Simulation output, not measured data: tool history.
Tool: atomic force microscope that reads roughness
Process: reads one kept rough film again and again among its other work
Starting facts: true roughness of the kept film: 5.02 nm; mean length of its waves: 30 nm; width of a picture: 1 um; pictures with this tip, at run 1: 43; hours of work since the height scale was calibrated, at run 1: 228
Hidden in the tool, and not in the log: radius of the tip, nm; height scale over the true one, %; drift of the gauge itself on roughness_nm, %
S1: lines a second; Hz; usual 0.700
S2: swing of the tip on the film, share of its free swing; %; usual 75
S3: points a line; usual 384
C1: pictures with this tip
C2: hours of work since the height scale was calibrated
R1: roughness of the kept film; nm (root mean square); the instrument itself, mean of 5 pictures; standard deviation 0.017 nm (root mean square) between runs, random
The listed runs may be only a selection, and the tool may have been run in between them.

{"run": 1, "day": 0.0, "S1": 0.7, "S2": 75, "S3": 384, "C1": 43, "C2": 228, "R1": 3.871}
{"run": 2, "day": 1.996, "S1": 0.7, "S2": 75, "S3": 384, "C1": 98, "C2": 248, "R1": 3.486}
{"run": 3, "day": 3.117, "S1": 0.7, "S2": 75, "S3": 384, "C1": 129, "C2": 259, "R1": 3.295}
{"run": 4, "day": 4.371, "S1": 0.7, "S2": 75, "S3": 384, "C1": 164, "C2": 271, "R1": 3.089}
{"day": 5.838, "done": "new tip fitted"}
{"run": 5, "day": 6.212, "S1": 0.7, "S2": 75, "S3": 384, "C1": 10, "C2": 289, "R1": 4.081}
{"run": 6, "day": 8.338, "S1": 0.7, "S2": 75, "S3": 384, "C1": 69, "C2": 311, "R1": 3.623}
{"run": 7, "day": 9.908, "S1": 0.7, "S2": 75, "S3": 384, "C1": 113, "C2": 326, "R1": 3.37}
{"run": 8, "day": 11.479, "S1": 0.7, "S2": 75, "S3": 384, "C1": 156, "C2": 342, "R1": 3.109}
{"day": 13.242, "done": "new tip fitted"}
{"run": 9, "day": 13.35, "S1": 0.7, "S2": 75, "S3": 384, "C1": 3, "C2": 361, "R1": 4.178}
{"run": 10, "day": 14.75, "S1": 0.7, "S2": 75, "S3": 384, "C1": 42, "C2": 375, "R1": 3.787}
{"run": 11, "day": 16.604, "S1": 1.709, "S2": 75, "S3": 987, "C1": 93, "C2": 393, "R1": 3.381}
{"run": 12, "day": 17.829, "S1": 1.709, "S2": 65, "S3": 299, "C1": 127, "C2": 405, "R1": 3.219}
{"run": 13, "day": 19.833, "S1": 1.709, "S2": 65, "S3": 299, "C1": 183, "C2": 425, "R1": 2.899}
{"day": 20.633, "done": "new tip fitted"}
{"run": 14, "day": 20.996, "S1": 0.943, "S2": 89, "S3": 377, "C1": 10, "C2": 437, "R1": 3.959}
{"run": 15, "day": 22.838, "S1": 3.219, "S2": 75, "S3": 752, "C1": 61, "C2": 455, "R1": 3.482}

Predict the results of run 16:
{"run": 16, "day": 24.275, "S1": 3.219, "S2": 75, "S3": 752, "C1": 101, "C2": 470, "R1": "?"}

{"run 16": {"R1": 3.199}}
With no hidden state in the tool, this same run would have given R1 4.000 nm (root mean square).
